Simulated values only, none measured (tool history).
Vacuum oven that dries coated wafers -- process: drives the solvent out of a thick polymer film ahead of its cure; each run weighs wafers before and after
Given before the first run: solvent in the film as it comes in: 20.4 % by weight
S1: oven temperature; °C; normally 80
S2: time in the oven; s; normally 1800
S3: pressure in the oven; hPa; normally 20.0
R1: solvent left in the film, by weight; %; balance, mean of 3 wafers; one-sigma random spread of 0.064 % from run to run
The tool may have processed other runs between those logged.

run	day	S1	S2	S3	R1
1	0.000	80	1800	20.0	4.08
2	1.375	80	1800	20.0	3.94
# day 1.992: oven's thermocouples calibrated
3	2.900	80	1800	20.0	4.11
4	3.892	80	1800	26.8	4.39
5	5.804	95	1800	20.0	0.84
6	7.383	95	1800	20.0	0.96
7	8.454	95	1800	20.0	0.88
8	10.062	95	1800	20.0	1.00
9	11.450	80	1800	20.0	4.01
10	13.462	80	1800	20.0	3.98
11	14.717	80	1800	20.0	4.03
12	15.938	71	1800	20.0	7.71
13	17.621	71	1800	20.0	7.71
14	18.775	71	1800	20.0	7.65
15	20.400	71	1800	20.0	7.93
16	21.300	71	1800	20.0	7.86
17	22.817	91	1800	11.4	0.99
18	24.629	90	900	20.0	4.03
19	26.662	90	1380	41.1	3.09
20	28.179	90	2760	41.1	1.91
21	29.812	80	2340	10.8	2.38
22	31.271	80	2340	10.8	2.43
23	32.979	80	2100	13.8	2.90
24	34.871	68	1200	13.8	10.63
25	36.329	79	1260	11.8	5.77
26	37.721	67	2580	20.0	7.63
27	39.754	73	960	21.8	10.47

Consider 5 possible next runs. They are alternatives, not a sequence: every one starts from the tool as it was left by run 27. What does each give?
A	41.812	79	1380	21.8	?
B	41.812	92	1140	20.0	?
C	41.812	75	960	21.8	?
D	41.812	83	1800	47.1	?
E	41.812	83	2340	32.9	?

run	R1
A	6.05
B	2.30
C	9.43
D	4.54
E	2.91
Stripped of hidden state, with their random variation kept, the same runs would have yielded:
run	R1
A	6.03
B	2.28
C	9.40
D	4.51
E	2.89

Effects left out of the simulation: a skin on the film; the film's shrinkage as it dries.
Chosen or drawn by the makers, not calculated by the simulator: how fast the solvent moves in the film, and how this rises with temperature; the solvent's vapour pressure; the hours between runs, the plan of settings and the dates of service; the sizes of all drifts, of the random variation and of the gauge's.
